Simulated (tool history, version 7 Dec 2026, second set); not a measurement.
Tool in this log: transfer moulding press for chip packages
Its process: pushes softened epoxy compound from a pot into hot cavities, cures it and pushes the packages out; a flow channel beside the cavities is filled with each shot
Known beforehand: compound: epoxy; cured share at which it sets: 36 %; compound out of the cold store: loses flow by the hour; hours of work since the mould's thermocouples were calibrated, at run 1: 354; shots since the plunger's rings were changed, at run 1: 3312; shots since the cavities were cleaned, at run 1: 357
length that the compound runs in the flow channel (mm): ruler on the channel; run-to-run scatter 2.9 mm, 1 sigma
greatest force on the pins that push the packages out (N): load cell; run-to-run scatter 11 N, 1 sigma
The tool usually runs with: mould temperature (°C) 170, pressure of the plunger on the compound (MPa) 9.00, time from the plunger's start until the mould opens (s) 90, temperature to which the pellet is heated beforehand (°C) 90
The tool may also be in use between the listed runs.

run   hour  mould temperature (°C)  pressure of the plunger on the compound (MPa)  time from the plunger's start until the mould opens (s)  temperature to which the pellet is heated beforehand (°C)  hours of work since the mould's thermocouples were calibrated  shots since the plunger's rings were changed  shots since the cavities were cleaned  incoming compound's hours out of the cold store  length that the compound runs in the flow channel (mm)  greatest force on the pins that push the packages out (N)
  1    0.0                     170                                           9.00                                                       90                                                         90                                                            354                                          3312                                    357                                             35.1                                                     562                                                        774
  2   10.4                     170                                           9.00                                                       90                                                         85                                                            360                                          3444                                    489                                              8.8                                                     659                                                        862
  3   21.2                     170                                           9.00                                                       90                                                         85                                                            367                                          3581                                    626                                             37.2                                                     555                                                        869
  4   30.0                     170                                           9.00                                                       90                                                         85                                                            373                                          3692                                    737                                             20.5                                                     611                                                        903
      40.2  -- cavities cleaned with cleaning compound and waxed
  5   40.2                     170                                           9.00                                                      123                                                         90                                                            378                                          3801                                      0                                             20.3                                                     613                                                        795
  6   49.0                     170                                           9.00                                                      124                                                         90                                                            384                                          3912                                    111                                             27.9                                                     582                                                        823
  7   57.9                     170                                           9.00                                                       90                                                         90                                                            390                                          4026                                    225                                             15.5                                                     624                                                       1032
  8   65.8                     170                                           9.00                                                       90                                                         90                                                            395                                          4125                                    324                                             19.0                                                     608                                                       1011
  9   73.7                     170                                           9.00                                                       90                                                         90                                                            400                                          4225                                    424                                             23.0                                                     592                                                       1015
 10   88.0                     170                                           9.00                                                       90                                                         90                                                            409                                          4405                                    604                                             31.9                                                     567                                                        994
      90.4  -- cavities cleaned with cleaning compound and waxed, once more
 11  103.9                     170                                           9.00                                                       90                                                         90                                                            418                                          4588                                    171                                             12.1                                                     632                                                        677
 12  112.0                     170                                           9.00                                                      121                                                         90                                                            423                                          4690                                    273                                             35.7                                                     546                                                        599
 13  124.2                     170                                           9.00                                                      121                                                         90                                                            431                                          4844                                    427                                             42.4                                                     530                                                        658
 14  134.6                     170                                           9.00                                                      121                                                         90                                                            438                                          4976                                    559                                             19.1                                                     603                                                        667
 15  144.6                     170                                           9.00                                                      121                                                         90                                                            444                                          5102                                    685                                             17.9                                                     609                                                        702
     159.0  -- cavities cleaned with cleaning compound and waxed
 16  165.0                     177                                           9.00                                                       90                                                         83                                                            456                                          5340                                     75                                             41.4                                                     514                                                        475
 17  174.3                     177                                           9.27                                                       88                                                         82                                                            462                                          5458                                    193                                             41.0                                                     517                                                        560
 18  191.9                     177                                           9.27                                                       88                                                         82                                                            473                                          5681                                    416                                             28.1                                                     554                                                        640
 19  207.2                     177                                           9.27                                                       86                                                         82                                                            483                                          5875                                    610                                             13.5                                                     608                                                        723
 20  220.1                     176                                           9.84                                                       86                                                         82                                                            491                                          6037                                    772                                             30.6                                                     566                                                        770
     226.7  -- plunger's sealing rings changed
     229.9  -- cavities cleaned with cleaning compound and waxed
 21  240.2                     176                                           7.19                                                       87                                                         82                                                            502                                           152                                    130                                             13.4                                                     573                                                        568
 22  257.1                     176                                           7.19                                                       87                                                         82                                                            512                                           365                                    343                                             23.0                                                     540                                                        672
 23  273.0                     176                                           7.19                                                       75                                                         82                                                            523                                           567                                    545                                             12.6                                                     570                                                        828
 24  288.8                     166                                           9.00                                                      113                                                         83                                                            533                                           767                                    745                                             19.3                                                     650                                                        867
     299.4  -- cavities cleaned with cleaning compound and waxed
 25  302.0                     166                                           9.00                                                      113                                                         83                                                            540                                           914                                     33                                             31.3                                                     599                                                        527
 26  320.9                     169                                          10.85                                                      128                                                         90                                                            552                                          1152                                    271                                             43.5                                                     601                                                        591
 27  330.5                     173                                           7.91                                                       90                                                         93                                                            558                                          1274                                    393                                             26.9                                                     556                                                        681
 28  338.3                     173                                           7.91                                                       90                                                         93                                                            563                                          1373                                    492                                             11.8                                                     607                                                        709
 29  351.5                     171                                           9.00                                                       90                                                         91                                                            572                                          1540                                    659                                             22.8                                                     609                                                        833

Per-run results on a tool with no hidden state, each run keeping its own random variation:
Unlogged tool condition in this case: true mould temperature over the reading, C; pressure that reaches the compound, % of what is set; grip of the stained cavities, % over clean ones'; drift of the gauge itself on flow_mm, %; drift of the gauge itself on push_out_n, %.
run  length that the compound runs in the flow channel (mm)  greatest force on the pins that push the packages out (N)
  1                                                     584                                                        517
  2                                                     686                                                        535
  3                                                     579                                                        521
  4                                                     638                                                        520
  5                                                     640                                                        418
  6                                                     609                                                        431
  7                                                     654                                                        532
  8                                                     637                                                        519
  9                                                     622                                                        523
 10                                                     596                                                        512
 11                                                     666                                                        530
 12                                                     577                                                        436
 13                                                     560                                                        436
 14                                                     639                                                        416
 15                                                     646                                                        419
 16                                                     547                                                        415
 17                                                     551                                                        431
 18                                                     592                                                        424
 19                                                     651                                                        439
 20                                                     607                                                        447
 21                                                     575                                                        459
 22                                                     543                                                        459
 23                                                     575                                                        506
 24                                                     657                                                        499
 25                                                     607                                                        485
 26                                                     610                                                        430
 27                                                     565                                                        455
 28                                                     617                                                        447
 29                                                     621                                                        488
